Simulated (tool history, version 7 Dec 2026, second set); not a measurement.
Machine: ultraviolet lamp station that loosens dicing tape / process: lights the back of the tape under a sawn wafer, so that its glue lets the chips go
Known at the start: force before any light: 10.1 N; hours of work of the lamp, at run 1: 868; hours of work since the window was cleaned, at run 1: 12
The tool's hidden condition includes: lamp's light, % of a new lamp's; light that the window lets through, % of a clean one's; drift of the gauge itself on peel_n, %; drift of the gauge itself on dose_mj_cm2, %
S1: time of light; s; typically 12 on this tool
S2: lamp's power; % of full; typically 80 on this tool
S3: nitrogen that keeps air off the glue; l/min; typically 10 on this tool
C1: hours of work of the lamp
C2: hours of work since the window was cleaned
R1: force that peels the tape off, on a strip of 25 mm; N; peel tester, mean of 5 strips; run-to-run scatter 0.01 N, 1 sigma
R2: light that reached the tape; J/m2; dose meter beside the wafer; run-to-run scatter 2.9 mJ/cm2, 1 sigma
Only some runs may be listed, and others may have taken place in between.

| run | hour | S1 | S2 | S3 | C1 | C2 | R1 | R2 |
|---|---|---|---|---|---|---|---|---|
| 1 | 0.0 | 12 | 80 | 10 | 868 | 12 | 1.228 | 2620 |
| 2 | 23.2 | 12 | 80 | 5 | 884 | 28 | 2.094 | 2670 |
| 3 | 50.1 | 12 | 80 | 5 | 901 | 45 | 2.129 | 2540 |
| 4 | 81.4 | 12 | 80 | 5 | 922 | 66 | 2.151 | 2540 |
| 5 | 95.7 | 12 | 80 | 5 | 931 | 75 | 2.315 | 2520 |
| 6 | 113.5 | 12 | 80 | 3 | 943 | 87 | 2.960 | 2500 |
| 7 | 129.4 | 16 | 80 | 3 | 954 | 98 | 2.086 | 3330 |
| 8 | 152.6 | 16 | 80 | 3 | 969 | 113 | 2.028 | 3180 |
| 9 | 181.7 | 12 | 80 | 10 | 988 | 132 | 1.561 | 2390 |
| 10 | 200.2 | 12 | 80 | 10 | 1000 | 144 | 1.601 | 2330 |
| 11 | 225.1 | 12 | 80 | 10 | 1017 | 161 | 1.598 | 2280 |
|  | 232.5 | lamp changed |
| 12 | 250.5 | 12 | 80 | 10 | 12 | 177 | 0.541 | 3920 |
| 13 | 272.4 | 12 | 80 | 10 | 26 | 191 | 0.557 | 3870 |
| 14 | 294.1 | 12 | 80 | 10 | 41 | 205 | 0.581 | 3830 |
| 15 | 310.7 | 12 | 80 | 10 | 52 | 216 | 0.559 | 3830 |
| 16 | 334.0 | 12 | 80 | 10 | 67 | 232 | 0.581 | 3800 |
| 17 | 349.9 | 12 | 80 | 11 | 77 | 242 | 0.546 | 3770 |
| 18 | 380.7 | 12 | 87 | 3 | 98 | 262 | 1.452 | 3980 |
| 19 | 401.2 | 19 | 86 | 11 | 111 | 276 | 0.192 | 6220 |
| 20 | 429.6 | 12 | 72 | 4 | 130 | 295 | 1.713 | 3250 |
| 21 | 450.1 | 9 | 71 | 15 | 143 | 308 | 1.143 | 2390 |
| 22 | 474.9 | 7 | 65 | 10 | 160 | 325 | 2.711 | 1660 |
| 23 | 499.9 | 8 | 99 | 8 | 176 | 341 | 1.304 | 2880 |
| 24 | 530.2 | 8 | 75 | 13 | 196 | 361 | 1.516 | 2120 |
|  | 539.3 | window cleaned of glue's vapour |
| 25 | 565.7 | 8 | 83 | 10 | 219 | 17 | 1.372 | 2560 |
| 26 | 583.5 | 22 | 80 | 9 | 231 | 29 | 0.189 | 6640 |
| 27 | 616.1 | 22 | 67 | 6 | 252 | 51 | 0.414 | 5490 |
| 28 | 633.9 | 7 | 74 | 11 | 264 | 62 | 2.061 | 1920 |
| 29 | 652.5 | 12 | 75 | 10 | 276 | 75 | 0.820 | 3300 |

Run 30 comes next. What will it give?
| 30 | 682.0 | 15 | 73 | 11 | 296 | 94 | ? | ? |

Run 30 yielded R1 0.491 N, R2 3940 J/m2.
With the hidden condition absent and the run-to-run variation left alone, this run would have shown R1 0.320 N, R2 4740 J/m2.
